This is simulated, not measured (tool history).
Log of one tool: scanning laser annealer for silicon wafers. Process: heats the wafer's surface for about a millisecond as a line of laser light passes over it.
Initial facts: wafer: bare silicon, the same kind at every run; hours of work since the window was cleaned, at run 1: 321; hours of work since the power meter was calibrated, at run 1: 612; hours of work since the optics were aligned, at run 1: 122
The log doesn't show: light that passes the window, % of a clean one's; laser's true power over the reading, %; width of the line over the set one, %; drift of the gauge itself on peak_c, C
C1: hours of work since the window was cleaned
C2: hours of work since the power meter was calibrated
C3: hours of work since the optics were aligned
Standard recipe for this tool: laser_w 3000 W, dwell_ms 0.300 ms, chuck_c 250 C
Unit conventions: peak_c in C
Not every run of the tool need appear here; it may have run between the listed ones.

Run 1, hour 0.0: usual settings; C1 321; C2 612; C3 122. Result: peak_c 1089 C.
Run 2, hour 30.3: usual settings; C1 335; C2 626; C3 135. Result: peak_c 1093 C.
Run 3, hour 46.6: usual settings; C1 343; C2 633; C3 143. Result: peak_c 1089 C.
Run 4, hour 72.6: usual settings but chuck_c 261 C; C1 354; C2 645; C3 155. Result: peak_c 1099 C.
Run 5, hour 94.9: usual settings but chuck_c 261 C; C1 365; C2 655; C3 165. Result: peak_c 1100 C.
Run 6, hour 118.6: usual settings but chuck_c 261 C; C1 375; C2 666; C3 176. Result: peak_c 1102 C.
Run 7, hour 135.2: usual settings but dwell_ms 0.306 ms; C1 383; C2 673; C3 183. Result: peak_c 1096 C.
Run 8, hour 167.5: usual settings but laser_w 2749 W, dwell_ms 0.241 ms, chuck_c 252 C; C1 397; C2 688; C3 198. Result: peak_c 929 C.
Run 9, hour 197.0: usual settings but laser_w 2651 W, dwell_ms 0.236 ms, chuck_c 252 C; C1 411; C2 702; C3 211. Result: peak_c 895 C.
Run 10, hour 224.7: usual settings but laser_w 2853 W; C1 423; C2 714; C3 224. Result: peak_c 1034 C.
Run 11, hour 261.3: usual settings but laser_w 2745 W, dwell_ms 0.308 ms, chuck_c 240 C; C1 440; C2 731; C3 240. Result: peak_c 995 C.
Run 12, hour 278.4: usual settings but laser_w 2685 W, dwell_ms 0.357 ms, chuck_c 229 C; C1 448; C2 739; C3 248. Result: peak_c 1015 C.
Run 13, hour 299.7: usual settings but laser_w 3213 W, dwell_ms 0.297 ms, chuck_c 215 C; C1 458; C2 748; C3 258. Result: peak_c 1126 C.

Consider 3 possible next runs. They are alternatives, not a sequence: every one starts from the tool as it was left by run 13. What does each give?
Run A, hour 333.7: usual settings but laser_w 2917 W, dwell_ms 0.220 ms; C1 473; C2 764; C3 273. Result: peak_c ?.
Run B, hour 333.7: usual settings but laser_w 3178 W, chuck_c 240 C; C1 473; C2 764; C3 273. Result: peak_c ?.
Run C, hour 333.7: usual settings but laser_w 3213 W, dwell_ms 0.297 ms, chuck_c 218 C; C1 473; C2 764; C3 273. Result: peak_c ?.

run  peak_c
  A     955
  B    1144
  C    1135
With no hidden state in the tool, these same runs would have given:
run  peak_c
  A     955
  B    1145
  C    1136
